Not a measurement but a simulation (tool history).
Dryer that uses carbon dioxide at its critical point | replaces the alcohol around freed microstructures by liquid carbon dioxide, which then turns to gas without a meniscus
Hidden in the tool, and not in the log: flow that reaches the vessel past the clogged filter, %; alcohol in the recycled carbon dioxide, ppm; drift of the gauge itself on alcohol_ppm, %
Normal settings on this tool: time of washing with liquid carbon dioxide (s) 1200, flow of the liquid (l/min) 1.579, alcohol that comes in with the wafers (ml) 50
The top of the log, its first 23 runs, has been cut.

| run | hour | time of washing with liquid carbon dioxide (s) | flow of the liquid (l/min) | alcohol that comes in with the wafers (ml) | hours of work since the filter was changed | hours of work since the purifier's bed was changed | alcohol left in the vessel before it's heated (ppm by volume) |
|---|---|---|---|---|---|---|---|
| 24 | 552.5 | 840 | 1.4 | 74 | 200 | 1199 | 438 |
| 25 | 581.9 | 840 | 1.4 | 74 | 222 | 1221 | 463 |
|  | 596 | inlet filter changed |
| 26 | 598.7 | 840 | 1.4 | 74 | 2 | 1232 | 401 |
| 27 | 618.3 | 1500 | 2.08 | 74 | 16 | 1247 | 206 |
| 28 | 643.6 | 780 | 1.21 | 78 | 35 | 1265 | 681 |
| 29 | 675.9 | 1140 | 1.21 | 78 | 59 | 1289 | 299 |
| 30 | 692.9 | 1140 | 1.78 | 46 | 71 | 1301 | 221 |
| 31 | 727.9 | 1140 | 1.78 | 46 | 97 | 1327 | 219 |
| 32 | 754.2 | 780 | 1.02 | 113 | 116 | 1346 | 1593 |
| 33 | 790.6 | 780 | 1.02 | 113 | 143 | 1373 | 1582 |
| 34 | 820.6 | 780 | 2.38 | 113 | 165 | 1395 | 270 |
| 35 | 843.6 | 1080 | 1.72 | 113 | 182 | 1412 | 272 |
|  | 857.7 | purifier's bed changed |
| 36 | 879.9 | 1920 | 1.33 | 113 | 206 | 16 | 10 |
| 37 | 910.5 | 720 | 1.36 | 27 | 228 | 39 | 198 |
|  | 914.7 | inlet filter changed |
| 38 | 929.6 | 720 | 1.36 | 27 | 11 | 52 | 160 |

What if the next run were any one of these 3? Each begins from the tool's condition after run 38:
| A | 953.5 | 1800 | 2.32 | 27 | 28 | 70 | ? |
| B | 953.5 | 720 | 1.36 | 76 | 28 | 70 | ? |
| C | 953.5 | 1260 | 2.34 | 50 | 28 | 70 | ? |

| run | alcohol left in the vessel before it's heated (ppm by volume) |
|---|---|
| A | 26 |
| B | 423 |
| C | 11 |
What these runs would have given with no unlogged condition in the tool:
| run | alcohol left in the vessel before it's heated (ppm by volume) |
|---|---|
| A | 15 |
| B | 394 |
| C | 0 |
